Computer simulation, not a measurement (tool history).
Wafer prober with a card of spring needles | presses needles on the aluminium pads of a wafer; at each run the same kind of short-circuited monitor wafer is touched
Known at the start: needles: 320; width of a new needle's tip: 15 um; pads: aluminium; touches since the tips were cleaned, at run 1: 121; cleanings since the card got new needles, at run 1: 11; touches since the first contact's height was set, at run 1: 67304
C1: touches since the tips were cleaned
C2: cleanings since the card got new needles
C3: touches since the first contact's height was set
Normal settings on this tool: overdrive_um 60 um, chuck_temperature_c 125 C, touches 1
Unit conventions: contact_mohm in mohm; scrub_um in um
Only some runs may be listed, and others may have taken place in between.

Run 1, hour 0.0: usual settings; C1 121; C2 11; C3 67304. Result: contact_mohm 128 mohm, scrub_um 12.10 um.
At hour 8.6: tips cleaned on abrasive film.
At hour 16.7: tips cleaned on abrasive film.
Run 2, hour 17.1: usual settings; C1 280; C2 13; C3 78735. Result: contact_mohm 126 mohm, scrub_um 12.10 um.
At hour 24.5: tips cleaned on abrasive film.
At hour 32.4: tips cleaned on abrasive film.
Run 3, hour 34.4: usual settings; C1 1299; C2 15; C3 90203. Result: contact_mohm 138 mohm, scrub_um 12.07 um.
At hour 41.6: tips cleaned on abrasive film.
At hour 49.5: tips cleaned on abrasive film.
Run 4, hour 50.0: usual settings; C1 306; C2 17; C3 100596. Result: contact_mohm 130 mohm, scrub_um 12.05 um.
At hour 57.3: tips cleaned on abrasive film.
At hour 65.9: tips cleaned on abrasive film.
Run 5, hour 71.2: usual settings; C1 3606; C2 19; C3 114800. Result: contact_mohm 145 mohm, scrub_um 12.02 um.
At hour 74.3: tips cleaned on abrasive film.
At hour 83.2: tips cleaned on abrasive film.
At hour 91.2: tips cleaned on abrasive film.
Run 6, hour 92.0: usual settings but overdrive_um 45 um; C1 514; C2 22; C3 128609. Result: contact_mohm 142 mohm, scrub_um 8.96 um.
At hour 99.0: tips cleaned on abrasive film.
At hour 106.9: tips cleaned on abrasive film.
Run 7, hour 110.9: usual settings; C1 2698; C2 24; C3 141227. Result: contact_mohm 142 mohm, scrub_um 11.99 um.
At hour 114.7: tips cleaned on abrasive film.
At hour 122.4: tips cleaned on abrasive film.
At hour 127.9: height of the first contact set anew.
At hour 130.7: tips cleaned on abrasive film.
Run 8, hour 132.8: usual settings; C1 1449; C2 27; C3 3262. Result: contact_mohm 142 mohm, scrub_um 11.85 um.
At hour 138.9: tips cleaned on abrasive film.
At hour 147.5: tips cleaned on abrasive film.
Run 9, hour 151.3: usual settings; C1 2557; C2 29; C3 15608. Result: contact_mohm 145 mohm, scrub_um 11.84 um.
At hour 155.2: tips cleaned on abrasive film.
At hour 163.8: tips cleaned on abrasive film.
At hour 173.2: tips cleaned on abrasive film.
Run 10, hour 174.1: usual settings; C1 561; C2 32; C3 30732. Result: contact_mohm 129 mohm, scrub_um 11.81 um.
At hour 181.5: tips cleaned on abrasive film.
At hour 185.2: height of the first contact set anew, once more.
At hour 190.9: tips cleaned on abrasive film.
Run 11, hour 190.9: usual settings; C1 0; C2 34; C3 3771. Result: contact_mohm 125 mohm, scrub_um 12.22 um.
At hour 199.4: tips cleaned on abrasive film.
Run 12, hour 202.6: usual settings but chuck_temperature_c 37 C; C1 2132; C2 35; C3 11588. Result: contact_mohm 131 mohm, scrub_um 12.21 um.
At hour 208.3: tips cleaned on abrasive film.
Run 13, hour 214.8: usual settings but chuck_temperature_c 37 C; C1 4356; C2 36; C3 19723. Result: contact_mohm 145 mohm, scrub_um 12.18 um.
At hour 216.7: tips cleaned on abrasive film.
At hour 224.7: tips cleaned on abrasive film.
Run 14, hour 230.3: usual settings but chuck_temperature_c 37 C; C1 3786; C2 38; C3 30056. Result: contact_mohm 140 mohm, scrub_um 12.18 um.
At hour 234.1: tips cleaned on abrasive film.
At hour 242.0: tips cleaned on abrasive film.
At hour 250.1: tips cleaned on abrasive film.
Run 15, hour 253.8: usual settings but chuck_temperature_c 37 C; C1 2490; C2 41; C3 45699. Result: contact_mohm 133 mohm, scrub_um 12.15 um.
At hour 258.5: tips cleaned on abrasive film.
At hour 267.0: tips cleaned on abrasive film.
At hour 276.2: tips cleaned on abrasive film.
Run 16, hour 277.4: usual settings but overdrive_um 61 um; C1 819; C2 44; C3 61423. Result: contact_mohm 131 mohm, scrub_um 12.31 um.
At hour 284.6: tips cleaned on abrasive film.
At hour 293.9: tips cleaned on abrasive film.
Run 17, hour 299.7: usual settings but overdrive_um 61 um; C1 3857; C2 46; C3 76299. Result: contact_mohm 147 mohm, scrub_um 12.26 um.
At hour 303.4: tips cleaned on abrasive film.
At hour 312.5: tips cleaned on abrasive film.
At hour 320.6: tips cleaned on abrasive film.
Run 18, hour 320.6: usual settings but overdrive_um 61 um; C1 0; C2 49; C3 90223. Result: contact_mohm 128 mohm, scrub_um 12.27 um.
At hour 328.7: tips cleaned on abrasive film.
At hour 336.6: tips cleaned on abrasive film.
Run 19, hour 338.9: usual settings but overdrive_um 63 um, touches 2; C1 1574; C2 51; C3 102458. Result: contact_mohm 134 mohm, scrub_um 12.67 um.
At hour 345.6: tips cleaned on abrasive film.
At hour 354.4: tips cleaned on abrasive film.
Run 20, hour 358.8: usual settings but overdrive_um 61 um, chuck_temperature_c 68 C; C1 2958; C2 53; C3 115732. Result: contact_mohm 139 mohm, scrub_um 12.21 um.
At hour 362.7: tips cleaned on abrasive film.
At hour 370.9: tips cleaned on abrasive film.
Run 21, hour 372.3: usual settings but overdrive_um 61 um, chuck_temperature_c 121 C; C1 939; C2 55; C3 124700. Result: contact_mohm 135 mohm, scrub_um 12.19 um.
At hour 379.2: tips cleaned on abrasive film.
At hour 388.0: tips cleaned on abrasive film.
At hour 395.9: tips cleaned on abrasive film.
Run 22, hour 396.2: usual settings but overdrive_um 61 um, chuck_temperature_c 121 C; C1 148; C2 58; C3 140586. Result: contact_mohm 126 mohm, scrub_um 12.17 um.
At hour 405.1: tips cleaned on abrasive film.
Run 23, hour 407.0: usual settings but overdrive_um 77 um, chuck_temperature_c 121 C, touches 2; C1 1297; C2 59; C3 147829. Result: contact_mohm 124 mohm, scrub_um 15.44 um.
At hour 413.8: tips cleaned on abrasive film.
At hour 414.1: height of the first contact set anew.
Run 24, hour 420.3: usual settings but overdrive_um 79 um, chuck_temperature_c 41 C, touches 2; C1 4178; C2 60; C3 4178. Result: contact_mohm 123 mohm, scrub_um 16.07 um.
At hour 422.0: tips cleaned on abrasive film.
At hour 429.9: tips cleaned on abrasive film.
At hour 437.7: tips cleaned on abrasive film.
Run 25, hour 437.7: usual settings but overdrive_um 41 um, chuck_temperature_c 121 C, touches 2; C1 0; C2 63; C3 15725. Result: contact_mohm 135 mohm, scrub_um 8.31 um.
At hour 446.7: tips cleaned on abrasive film.
At hour 454.6: tips cleaned on abrasive film.
Run 26, hour 460.9: usual settings but overdrive_um 47 um, chuck_temperature_c 78 C, touches 2; C1 4215; C2 65; C3 31230. Result: contact_mohm 151 mohm, scrub_um 9.55 um.
At hour 462.7: tips cleaned on abrasive film.
At hour 470.7: tips cleaned on abrasive film.
Run 27, hour 478.2: usual settings but overdrive_um 46 um; C1 5033; C2 67; C3 42772. Result: contact_mohm 174 mohm, scrub_um 9.30 um.
At hour 479.7: tips cleaned on abrasive film.
At hour 488.5: tips cleaned on abrasive film.
Run 28, hour 494.2: usual settings but overdrive_um 44 um, chuck_temperature_c 46 C; C1 3848; C2 69; C3 53426. Result: contact_mohm 168 mohm, scrub_um 8.88 um.
At hour 497.5: tips cleaned on abrasive film.
At hour 506.3: tips cleaned on abrasive film.
Run 29, hour 509.5: usual settings but overdrive_um 44 um, chuck_temperature_c 45 C; C1 2168; C2 71; C3 63643. Result: contact_mohm 149 mohm, scrub_um 8.86 um.

Predict each of these 4 candidate next runs independently; none follows another, all start after run 29:
At hour 514.4: tips cleaned on abrasive film.
Run A, hour 519.5: usual settings but overdrive_um 44 um, chuck_temperature_c 33 C, touches 2; C1 3441; C2 72; C3 70320. Result: contact_mohm ?, scrub_um ?.
At hour 514.4: tips cleaned on abrasive film.
Run B, hour 519.5: usual settings but overdrive_um 63 um, chuck_temperature_c 66 C; C1 3441; C2 72; C3 70320. Result: contact_mohm ?, scrub_um ?.
At hour 514.4: tips cleaned on abrasive film.
Run C, hour 519.5: usual settings but overdrive_um 46 um, touches 3; C1 3441; C2 72; C3 70320. Result: contact_mohm ?, scrub_um ?.
At hour 514.4: tips cleaned on abrasive film.
Run D, hour 519.5: usual settings but overdrive_um 49 um, chuck_temperature_c 79 C; C1 3441; C2 72; C3 70320. Result: contact_mohm ?, scrub_um ?.

run  contact_mohm  scrub_um
  A           146      8.85
  B           139     12.75
  C           140      9.24
  D           153      9.88
Had the tool no hidden state, the same runs would have come out as:
run  contact_mohm  scrub_um
  A           117      8.98
  B           115     12.87
  C           125      9.37
  D           118     10.00

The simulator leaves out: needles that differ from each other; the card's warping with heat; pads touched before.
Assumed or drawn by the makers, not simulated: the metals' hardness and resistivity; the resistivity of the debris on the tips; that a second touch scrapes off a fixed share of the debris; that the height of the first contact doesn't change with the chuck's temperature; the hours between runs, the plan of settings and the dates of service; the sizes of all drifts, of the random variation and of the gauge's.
